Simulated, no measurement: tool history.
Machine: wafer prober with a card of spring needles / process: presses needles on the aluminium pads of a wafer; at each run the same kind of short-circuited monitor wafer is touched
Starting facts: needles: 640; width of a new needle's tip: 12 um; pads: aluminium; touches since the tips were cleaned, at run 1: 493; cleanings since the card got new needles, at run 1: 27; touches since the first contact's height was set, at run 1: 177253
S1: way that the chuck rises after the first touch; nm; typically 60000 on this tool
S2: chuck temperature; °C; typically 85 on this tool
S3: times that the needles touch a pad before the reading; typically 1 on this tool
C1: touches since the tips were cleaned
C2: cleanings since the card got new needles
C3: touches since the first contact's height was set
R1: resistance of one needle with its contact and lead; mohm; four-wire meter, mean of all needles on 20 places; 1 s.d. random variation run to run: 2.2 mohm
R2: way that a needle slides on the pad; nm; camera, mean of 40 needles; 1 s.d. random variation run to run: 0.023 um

run   hour     S1  S2  S3    C1  C2      C3   R1     R2
  1      0  60000  85   1   493  27  177253  261  15170
      19.1  -- tips cleaned on abrasive film
  2   34.8  60000  85   1  4475  28  187110  297  15150
      40.3  -- tips cleaned on abrasive film
      63.5  -- tips cleaned on abrasive film
  3   74.1  60000  95   1  3031  30  198206  289  15110
      85.9  -- tips cleaned on abrasive film
  4   96.7  60000  85   2  3089  31  204590  272  15110
     106.4  -- tips cleaned on abrasive film
  5  114.5  60000  85   2  2274  32  209586  270  15070
     127.1  -- tips cleaned on abrasive film
     148.5  -- tips cleaned on abrasive film
  6  152.6  60000  85   2  1164  34  220355  257  15010
     169.5  -- tips cleaned on abrasive film
  7  187.7  60000  43   1  5167  35  230289  292  15010
     189.7  -- tips cleaned on abrasive film
     209.8  -- tips cleaned on abrasive film
     226.1  -- height of the first contact set anew
  8  226.1  60000  36   1  4528  37       0  287  15500
     232.3  -- tips cleaned on abrasive film
       253  -- tips cleaned on abrasive film
  9  257.8  60000  36   1  1360  39    8937  263  15440
     273.4  -- tips cleaned on abrasive film
 10  285.2  60000  85   1  3346  40   16685  290  15410
     293.7  -- tips cleaned on abrasive film
     313.9  -- tips cleaned on abrasive film
 11  324.5  60000  91   3  3011  42   27800  262  15420
       335  -- tips cleaned on abrasive film
 12  347.5  49000  86   2  3569  43   34295  285  12540
     355.4  -- tips cleaned on abrasive film
     377.3  -- tips cleaned on abrasive film
 13  377.3  49000  86   2     0  45   42683  252  12530
     398.2  -- tips cleaned on abrasive film
 14  414.9  44000  36   1  4743  46   53331  322  11210
     419.9  -- tips cleaned on abrasive film
     440.8  -- tips cleaned on abrasive film
 15  446.3  74000  60   2  1574  48   62188  251  19000
     462.4  -- tips cleaned on abrasive film
     482.7  -- tips cleaned on abrasive film
 16  482.7  53000  67   1     0  50   72444  254  13500
     505.4  -- tips cleaned on abrasive film
 17  514.4  53000  27   2  2546  51   81407  261  13500
     525.7  -- tips cleaned on abrasive film
 18  539.1  69000  86   2  3824  52   88404  272  17570
       546  -- tips cleaned on abrasive film
 19  562.3  69000  86   2  4613  53   94950  275  17650
     568.1  -- tips cleaned on abrasive film
 20  580.2  69000  86   2  3424  54  100003  269  17610

Subtracting, for every run, the result it would have given without the tool's unlogged condition from the measured result gives the following. The same run-to-run variation enters both numbers; the gauge's scatter may not:
Unlogged tool condition in this case: debris on the tips, nm; way that the needles fall short of the set height, um; tips' diameter, um; drift of the gauge itself on contact_mohm, %; drift of the gauge itself on scrub_um, %.
run   R1    R2
  1  +11  -350
  2  +47  -370
  3  +36  -400
  4  +26  -410
  5  +20  -420
  6  +12  -440
  7  +54  -450
  8  +49    +0
  9  +26   -30
 10  +40   -50
 11  +14   -70
 12  +34   -80
 13   +3  -110
 14  +87  -120
 15  +12  -150
 16   +8  -170
 17  +29  -170
 18  +21  -190
 19  +24  -200
 20  +21  -210

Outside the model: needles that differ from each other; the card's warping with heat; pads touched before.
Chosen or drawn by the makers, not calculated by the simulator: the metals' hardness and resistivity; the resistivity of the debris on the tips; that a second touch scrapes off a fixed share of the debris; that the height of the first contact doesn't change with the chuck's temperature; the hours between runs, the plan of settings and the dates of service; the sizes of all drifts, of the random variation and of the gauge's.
